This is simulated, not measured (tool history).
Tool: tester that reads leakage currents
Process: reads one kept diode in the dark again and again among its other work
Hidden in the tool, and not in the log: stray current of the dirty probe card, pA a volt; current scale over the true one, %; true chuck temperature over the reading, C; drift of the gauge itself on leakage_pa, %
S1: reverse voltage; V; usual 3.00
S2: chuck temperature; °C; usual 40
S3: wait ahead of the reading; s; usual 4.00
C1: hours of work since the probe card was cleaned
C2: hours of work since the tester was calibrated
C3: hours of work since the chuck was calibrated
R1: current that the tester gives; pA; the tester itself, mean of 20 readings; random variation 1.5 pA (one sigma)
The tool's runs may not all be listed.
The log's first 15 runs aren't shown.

run     day     S1  S2    S3    C1    C2    C3       R1
 16  34.258   3.00  40  0.77  1828  3270  1389   586.61
 17  37.633   3.00  40  0.77  1888  3330  1449   589.65
     38.092  -- tester calibrated
 18  39.654   3.00  59  7.60  1923    28  1484  2094.06
 19  43.329   9.23  59  0.72  1988    93  1549  3050.05
 20  46.208   1.17  22  1.20  2040   145  1600   111.72
 21  49.788   1.61  54  4.00  2104   209  1664  1250.44
 22  51.367   1.61  54  4.00  2132   237  1692  1254.35
     52.204  -- chuck's temperature calibrated
 23  54.850  15.78  27  1.17  2192   298    47   346.10
 24  57.871   2.56  46  4.00  2246   351   101   747.35
 25  60.696   1.37  50  4.00  2297   402   152   796.82
 26  62.717   7.96  40  0.32  2333   438   188   729.22
     64.542  -- probe card cleaned and baked
 27  65.162   1.27  22  0.84    11   479   229    98.33
 28  67.592   4.16  22  0.69    54   523   272   148.07
 29  71.067   4.16  56  4.15   116   585   334  1742.93
 30  73.171   4.16  56  6.45   154   622   372  1756.38
 31  75.375   4.16  56  6.45   193   662   411  1756.29
 32  79.196  17.00  40  1.08   261   730   479   953.27
 33  81.712   5.07  25  1.08   306   775   524   206.63

Forecast each of these 4 alternatives for the next run:
  A  83.325   1.10  25  1.08  335  803  553   ?
  B  83.325  17.32  43  0.40  335  803  553   ?
  C  83.325  16.70  40  4.41  335  803  553   ?
  D  83.325   5.53  40  4.00  335  803  553   ?

run       R1
  A   123.62
  B  1189.40
  C   949.62
  D   654.26
Without the tool's hidden state the same runs would have given:
run       R1
  A   116.63
  B  1128.39
  C   899.53
  D   620.35
